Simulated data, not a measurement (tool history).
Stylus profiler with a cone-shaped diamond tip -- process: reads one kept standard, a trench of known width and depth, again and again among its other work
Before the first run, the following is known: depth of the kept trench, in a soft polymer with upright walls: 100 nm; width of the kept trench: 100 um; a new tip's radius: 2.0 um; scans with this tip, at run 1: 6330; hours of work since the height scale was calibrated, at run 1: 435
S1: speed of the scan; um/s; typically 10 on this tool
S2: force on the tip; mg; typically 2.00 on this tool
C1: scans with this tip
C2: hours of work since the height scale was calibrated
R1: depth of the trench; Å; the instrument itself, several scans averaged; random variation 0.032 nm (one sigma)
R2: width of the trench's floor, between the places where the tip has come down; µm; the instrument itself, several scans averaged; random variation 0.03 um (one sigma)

run	day	S1	S2	C1	C2	R1	R2
1	0.000	10	2.00	6330	435	1005.9	98.54
2	3.308	10	2.00	6610	498	1006.7	98.50
3	5.158	10	2.00	6766	534	1006.3	98.55
4	8.367	10	2.00	7038	595	1007.4	98.54
5	10.938	10	1.01	7255	644	1005.2	98.47
6	14.433	10	2.00	7551	711	1008.1	98.49
7	17.117	10	1.86	7777	762	1007.8	98.55
# day 17.471: height scale calibrated on a step standard
8	18.879	10	1.86	7925	27	1008.5	98.52
9	21.329	25	0.71	8132	74	1007.0	98.31
# day 23.425: height scale calibrated on a step standard, once more
10	24.317	11	3.14	8383	17	1006.5	98.54
11	26.642	12	4.96	8579	62	1009.4	98.54
12	28.525	7	3.42	8739	98	1007.7	98.52
13	31.121	7	3.42	8958	147	1007.8	98.53
14	32.967	12	2.23	9114	182	1006.3	98.47

3 ways to go on from here, each from the tool as it stands after run 14. What would each give?
A	34.592	18	0.95	9251	214	?	?
B	34.592	3	2.00	9251	214	?	?
C	34.592	14	0.87	9251	214	?	?

run	R1	R2
A	1004.2	98.38
B	1006.1	98.53
C	1003.8	98.42
Without the tool's unlogged condition, the same runs would have read:
run	R1	R2
A	1003.4	98.58
B	1005.3	98.73
C	1003.0	98.62
